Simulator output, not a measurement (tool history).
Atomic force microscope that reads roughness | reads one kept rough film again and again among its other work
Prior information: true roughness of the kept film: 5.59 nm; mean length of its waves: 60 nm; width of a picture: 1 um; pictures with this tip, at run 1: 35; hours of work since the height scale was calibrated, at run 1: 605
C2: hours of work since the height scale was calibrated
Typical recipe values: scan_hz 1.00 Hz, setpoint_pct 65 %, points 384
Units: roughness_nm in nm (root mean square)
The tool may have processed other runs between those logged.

run 1 hour=0.0 | scan_hz=1.00 setpoint_pct=65 points=384 | pictures_with_this_tip=35 C2=605 | roughness_nm=4.844
run 2 hour=30.4 | scan_hz=1.00 setpoint_pct=65 points=384 | pictures_with_this_tip=76 C2=626 | roughness_nm=4.724
run 3 hour=50.7 | scan_hz=1.00 setpoint_pct=65 points=384 | pictures_with_this_tip=103 C2=640 | roughness_nm=4.630
run 4 hour=68.7 | scan_hz=0.93 setpoint_pct=65 points=384 | pictures_with_this_tip=127 C2=652 | roughness_nm=4.580
run 5 hour=81.2 | scan_hz=0.93 setpoint_pct=65 points=384 | pictures_with_this_tip=144 C2=660 | roughness_nm=4.540
run 6 hour=94.7 | scan_hz=0.93 setpoint_pct=65 points=384 | pictures_with_this_tip=162 C2=670 | roughness_nm=4.537
run 7 hour=123.2 | scan_hz=0.93 setpoint_pct=65 points=384 | pictures_with_this_tip=200 C2=689 | roughness_nm=4.422
run 8 hour=149.9 | scan_hz=1.00 setpoint_pct=65 points=384 | pictures_with_this_tip=235 C2=707 | roughness_nm=4.311
run 9 hour=171.6 | scan_hz=1.00 setpoint_pct=65 points=384 | pictures_with_this_tip=264 C2=722 | roughness_nm=4.270
run 10 hour=199.0 | scan_hz=1.00 setpoint_pct=65 points=384 | pictures_with_this_tip=300 C2=740 | roughness_nm=4.189
-- hour=215.9 new tip fitted
run 11 hour=217.0 | scan_hz=1.00 setpoint_pct=81 points=384 | pictures_with_this_tip=2 C2=752 | roughness_nm=4.618
run 12 hour=243.1 | scan_hz=1.00 setpoint_pct=81 points=384 | pictures_with_this_tip=36 C2=770 | roughness_nm=4.548
run 13 hour=263.5 | scan_hz=1.00 setpoint_pct=65 points=905 | pictures_with_this_tip=64 C2=784 | roughness_nm=4.759
run 14 hour=284.0 | scan_hz=1.00 setpoint_pct=65 points=905 | pictures_with_this_tip=91 C2=798 | roughness_nm=4.684
run 15 hour=314.2 | scan_hz=1.00 setpoint_pct=65 points=905 | pictures_with_this_tip=131 C2=818 | roughness_nm=4.585
run 16 hour=329.7 | scan_hz=1.00 setpoint_pct=65 points=905 | pictures_with_this_tip=152 C2=829 | roughness_nm=4.533
run 17 hour=344.7 | scan_hz=1.00 setpoint_pct=65 points=332 | pictures_with_this_tip=172 C2=839 | roughness_nm=4.479
run 18 hour=375.1 | scan_hz=1.00 setpoint_pct=58 points=332 | pictures_with_this_tip=212 C2=860 | roughness_nm=4.432
run 19 hour=390.6 | scan_hz=1.52 setpoint_pct=65 points=384 | pictures_with_this_tip=233 C2=870 | roughness_nm=4.217
run 20 hour=404.2 | scan_hz=1.52 setpoint_pct=65 points=384 | pictures_with_this_tip=251 C2=879 | roughness_nm=4.166
run 21 hour=424.3 | scan_hz=1.00 setpoint_pct=65 points=384 | pictures_with_this_tip=278 C2=893 | roughness_nm=4.239
run 22 hour=454.5 | scan_hz=1.00 setpoint_pct=65 points=527 | pictures_with_this_tip=318 C2=914 | roughness_nm=4.165
-- hour=457.3 new tip fitted
run 23 hour=468.1 | scan_hz=1.00 setpoint_pct=65 points=384 | pictures_with_this_tip=14 C2=922 | roughness_nm=4.931
run 24 hour=487.3 | scan_hz=1.00 setpoint_pct=65 points=335 | pictures_with_this_tip=40 C2=936 | roughness_nm=4.798
run 25 hour=513.1 | scan_hz=0.52 setpoint_pct=71 points=335 | pictures_with_this_tip=74 C2=953 | roughness_nm=4.771
run 26 hour=530.0 | scan_hz=1.00 setpoint_pct=78 points=403 | pictures_with_this_tip=97 C2=965 | roughness_nm=4.436
run 27 hour=554.3 | scan_hz=1.00 setpoint_pct=70 points=367 | pictures_with_this_tip=129 C2=981 | roughness_nm=4.477
run 28 hour=583.3 | scan_hz=1.00 setpoint_pct=70 points=367 | pictures_with_this_tip=168 C2=1001 | roughness_nm=4.405
run 29 hour=610.2 | scan_hz=0.88 setpoint_pct=82 points=432 | pictures_with_this_tip=203 C2=1019 | roughness_nm=4.128
run 30 hour=639.8 | scan_hz=0.88 setpoint_pct=82 points=432 | pictures_with_this_tip=243 C2=1039 | roughness_nm=4.034
run 31 hour=659.8 | scan_hz=1.00 setpoint_pct=69 points=295 | pictures_with_this_tip=269 C2=1053 | roughness_nm=4.149
run 32 hour=680.7 | scan_hz=1.00 setpoint_pct=56 points=354 | pictures_with_this_tip=297 C2=1067 | roughness_nm=4.261
-- hour=698.2 new tip fitted
run 33 hour=706.9 | scan_hz=2.21 setpoint_pct=60 points=580 | pictures_with_this_tip=11 C2=1084 | roughness_nm=4.775
run 34 hour=736.8 | scan_hz=1.00 setpoint_pct=65 points=351 | pictures_with_this_tip=51 C2=1105 | roughness_nm=4.749
run 35 hour=764.8 | scan_hz=1.00 setpoint_pct=65 points=351 | pictures_with_this_tip=89 C2=1124 | roughness_nm=4.677
run 36 hour=781.9 | scan_hz=0.65 setpoint_pct=78 points=384 | pictures_with_this_tip=111 C2=1135 | roughness_nm=4.515
run 37 hour=802.4 | scan_hz=0.62 setpoint_pct=84 points=634 | pictures_with_this_tip=139 C2=1149 | roughness_nm=4.381
run 38 hour=821.3 | scan_hz=0.86 setpoint_pct=85 points=329 | pictures_with_this_tip=164 C2=1162 | roughness_nm=4.175
run 39 hour=842.9 | scan_hz=0.92 setpoint_pct=69 points=792 | pictures_with_this_tip=192 C2=1177 | roughness_nm=4.343
run 40 hour=871.4 | scan_hz=1.18 setpoint_pct=90 points=792 | pictures_with_this_tip=230 C2=1196 | roughness_nm=3.710
run 41 hour=885.4 | scan_hz=1.18 setpoint_pct=90 points=792 | pictures_with_this_tip=249 C2=1205 | roughness_nm=3.684
run 42 hour=900.7 | scan_hz=3.54 setpoint_pct=70 points=792 | pictures_with_this_tip=269 C2=1216 | roughness_nm=3.601
run 43 hour=923.7 | scan_hz=0.87 setpoint_pct=59 points=364 | pictures_with_this_tip=300 C2=1232 | roughness_nm=4.251
run 44 hour=936.9 | scan_hz=1.71 setpoint_pct=65 points=328 | pictures_with_this_tip=318 C2=1240 | roughness_nm=3.989
-- hour=939.4 new tip fitted
run 45 hour=950.1 | scan_hz=0.94 setpoint_pct=62 points=521 | pictures_with_this_tip=15 C2=1249 | roughness_nm=4.906
run 46 hour=966.9 | scan_hz=0.94 setpoint_pct=62 points=521 | pictures_with_this_tip=37 C2=1261 | roughness_nm=4.839

Some steps in roughness_nm, run to run, broken into two amounts with sign: the step expected even without the hidden condition (settings, incoming material, random variation), and the rest, left for the hidden condition together with whatever gauge scatter is not in both the measured and the hidden-condition-free result:
Hidden state present: radius of the tip, nm; height scale over the true one, %; drift of the gauge itself on roughness_nm, %.
Run 10 -> 11: setpoint_pct 65 -> 81, new tip fitted. roughness_nm +0.429 nm (root mean square): hidden state +0.753, all else -0.324.
Run 22 -> 23: points 527 -> 384, new tip fitted. roughness_nm +0.766 nm (root mean square): hidden state +0.732, all else +0.034.
Run 32 -> 33: scan_hz 1.00 -> 2.21, setpoint_pct 56 -> 60, points 354 -> 580, new tip fitted. roughness_nm +0.514 nm (root mean square): hidden state +0.738, all else -0.224.
Run 42 -> 43: scan_hz 3.54 -> 0.87, setpoint_pct 70 -> 59, points 792 -> 364. roughness_nm +0.650 nm (root mean square): hidden state -0.196, all else +0.846.
Run 44 -> 45: scan_hz 1.71 -> 0.94, setpoint_pct 65 -> 62, points 328 -> 521, new tip fitted. roughness_nm +0.917 nm (root mean square): hidden state +0.690, all else +0.227.
